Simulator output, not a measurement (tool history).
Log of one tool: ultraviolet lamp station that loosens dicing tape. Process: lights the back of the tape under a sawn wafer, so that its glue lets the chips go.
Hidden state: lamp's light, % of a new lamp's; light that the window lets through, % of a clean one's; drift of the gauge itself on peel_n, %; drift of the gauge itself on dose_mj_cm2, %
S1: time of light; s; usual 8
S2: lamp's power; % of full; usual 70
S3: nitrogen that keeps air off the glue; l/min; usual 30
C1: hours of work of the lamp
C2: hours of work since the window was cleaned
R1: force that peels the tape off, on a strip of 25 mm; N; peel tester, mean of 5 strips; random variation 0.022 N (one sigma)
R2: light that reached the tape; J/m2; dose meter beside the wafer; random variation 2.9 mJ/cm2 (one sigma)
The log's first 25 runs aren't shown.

At hour 1735.8: window cleaned of glue's vapour.
Run 26, hour 1735.8: usual settings but S1 4 s, S2 81 % of full, S3 11 l/min; C1 250; C2 0. Result: R1 3.554 N, R2 2460 J/m2.
Run 27, hour 1827.7: usual settings but S2 67 % of full, S3 31 l/min; C1 288; C2 38. Result: R1 1.145 N, R2 4020 J/m2.
Run 28, hour 1906.6: usual settings but S1 14 s, S3 12 l/min; C1 321; C2 71. Result: R1 0.674 N, R2 7420 J/m2.
Run 29, hour 1949.1: usual settings but S1 14 s, S3 12 l/min; C1 338; C2 89. Result: R1 0.674 N, R2 7360 J/m2.
Run 30, hour 2045.1: usual settings but S1 14 s, S3 12 l/min; C1 379; C2 129. Result: R1 0.709 N, R2 7410 J/m2.
Run 31, hour 2130.3: usual settings but S1 10 s; C1 414; C2 164. Result: R1 0.639 N, R2 5310 J/m2.
Run 32, hour 2230.4: usual settings but S1 7 s, S2 83 % of full, S3 53 l/min; C1 456; C2 206. Result: R1 0.675 N, R2 4390 J/m2.
Run 33, hour 2323.6: usual settings but S2 64 % of full; C1 494; C2 245. Result: R1 1.241 N, R2 3850 J/m2.
Run 34, hour 2395.6: usual settings but S1 15 s, S2 61 % of full, S3 20 l/min; C1 524; C2 275. Result: R1 0.499 N, R2 6960 J/m2.

Forecast run 35:
At hour 2488.2: window cleaned of glue's vapour.
Run 35, hour 2488.2: usual settings but S1 15 s, S2 61 % of full, S3 20 l/min; C1 563; C2 0. Result: R1 ?, R2 ?.

R1: 0.500 N
R2: 6910 J/m2
Without the tool's hidden state the same run would have given R1 0.499 N, R2 6920 J/m2.

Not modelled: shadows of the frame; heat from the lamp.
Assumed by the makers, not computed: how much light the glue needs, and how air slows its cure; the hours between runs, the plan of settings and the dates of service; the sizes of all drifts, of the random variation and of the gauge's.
